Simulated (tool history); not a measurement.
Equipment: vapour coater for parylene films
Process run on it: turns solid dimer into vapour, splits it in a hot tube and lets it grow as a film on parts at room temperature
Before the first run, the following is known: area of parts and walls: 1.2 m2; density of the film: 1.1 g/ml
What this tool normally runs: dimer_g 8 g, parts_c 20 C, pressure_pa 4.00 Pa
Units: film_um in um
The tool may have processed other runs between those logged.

| run | hour | dimer_g | parts_c | pressure_pa | film_um |
|---|---|---|---|---|---|
| 1 | 0.0 | 8 | 20 | 4.00 | 3.06 |
| 2 | 72.9 | 8 | 20 | 4.00 | 3.06 |
| 3 | 147.6 | 8 | 20 | 4.00 | 3.06 |
| 4 | 196.8 | 8 | 20 | 4.00 | 2.99 |
|  | 243.3 | table's thermometer calibrated |
| 5 | 243.3 | 8 | 20 | 4.00 | 3.19 |
|  | 311.1 | trap's valve overhauled |
| 6 | 324.5 | 8 | 20 | 4.00 | 3.42 |
| 7 | 388.6 | 8 | 20 | 10.31 | 3.13 |
| 8 | 444.8 | 8 | 20 | 10.31 | 3.13 |
| 9 | 513.0 | 8 | 20 | 10.31 | 3.08 |
| 10 | 589.8 | 8 | 20 | 10.31 | 3.10 |
| 11 | 643.6 | 8 | 20 | 11.48 | 3.06 |
| 12 | 724.7 | 8 | 20 | 4.00 | 3.23 |
| 13 | 788.0 | 8 | 20 | 4.00 | 3.26 |
| 14 | 825.1 | 8 | 22 | 4.00 | 3.01 |
| 15 | 900.0 | 8 | 22 | 4.00 | 2.99 |
| 16 | 938.1 | 8 | 22 | 4.00 | 2.96 |
| 17 | 1008.0 | 8 | 22 | 5.56 | 2.88 |
| 18 | 1061.4 | 8 | 22 | 5.56 | 2.88 |
| 19 | 1099.6 | 8 | 20 | 4.00 | 3.18 |
| 20 | 1140.0 | 8 | 20 | 4.00 | 3.14 |
| 21 | 1179.9 | 8 | 25 | 2.11 | 2.71 |
|  | 1193.5 | trap's valve overhauled |
| 22 | 1220.6 | 8 | 25 | 2.11 | 2.86 |
| 23 | 1255.7 | 6 | 17 | 3.10 | 2.82 |
| 24 | 1313.9 | 7 | 20 | 4.00 | 2.86 |
| 25 | 1381.2 | 7 | 20 | 4.00 | 2.82 |
| 26 | 1419.9 | 7 | 20 | 4.00 | 2.85 |
| 27 | 1456.0 | 4 | 20 | 4.00 | 1.63 |
| 28 | 1506.4 | 4 | 20 | 4.00 | 1.62 |
| 29 | 1545.6 | 4 | 14 | 6.42 | 1.97 |
| 30 | 1615.4 | 10 | 29 | 3.71 | 2.84 |
| 31 | 1687.4 | 5 | 21 | 11.42 | 1.76 |
| 32 | 1772.7 | 5 | 17 | 4.57 | 2.18 |
| 33 | 1852.5 | 12 | 12 | 11.18 | 5.96 |
| 34 | 1894.1 | 13 | 26 | 7.63 | 3.76 |
| 35 | 1955.6 | 13 | 26 | 7.63 | 3.78 |
| 36 | 2013.2 | 13 | 26 | 7.63 | 3.74 |
| 37 | 2065.6 | 13 | 19 | 7.63 | 4.94 |
|  | 2076.0 | trap's valve overhauled |
| 38 | 2136.9 | 6 | 32 | 6.10 | 1.48 |

Branching from run 38: 4 alternative next runs. What would each branch give?
| A | 2219.3 | 6 | 25 | 2.99 | ? |
| B | 2219.3 | 8 | 16 | 4.00 | ? |
| C | 2219.3 | 6 | 14 | 6.10 | ? |
| D | 2219.3 | 8 | 20 | 4.00 | ? |

| run | film_um |
|---|---|
| A | 2.04 |
| B | 3.72 |
| C | 3.00 |
| D | 3.22 |
With the hidden condition removed and each run's random variation left untouched, the same runs would have given:
| run | film_um |
|---|---|
| A | 2.15 |
| B | 3.92 |
| C | 3.16 |
| D | 3.40 |

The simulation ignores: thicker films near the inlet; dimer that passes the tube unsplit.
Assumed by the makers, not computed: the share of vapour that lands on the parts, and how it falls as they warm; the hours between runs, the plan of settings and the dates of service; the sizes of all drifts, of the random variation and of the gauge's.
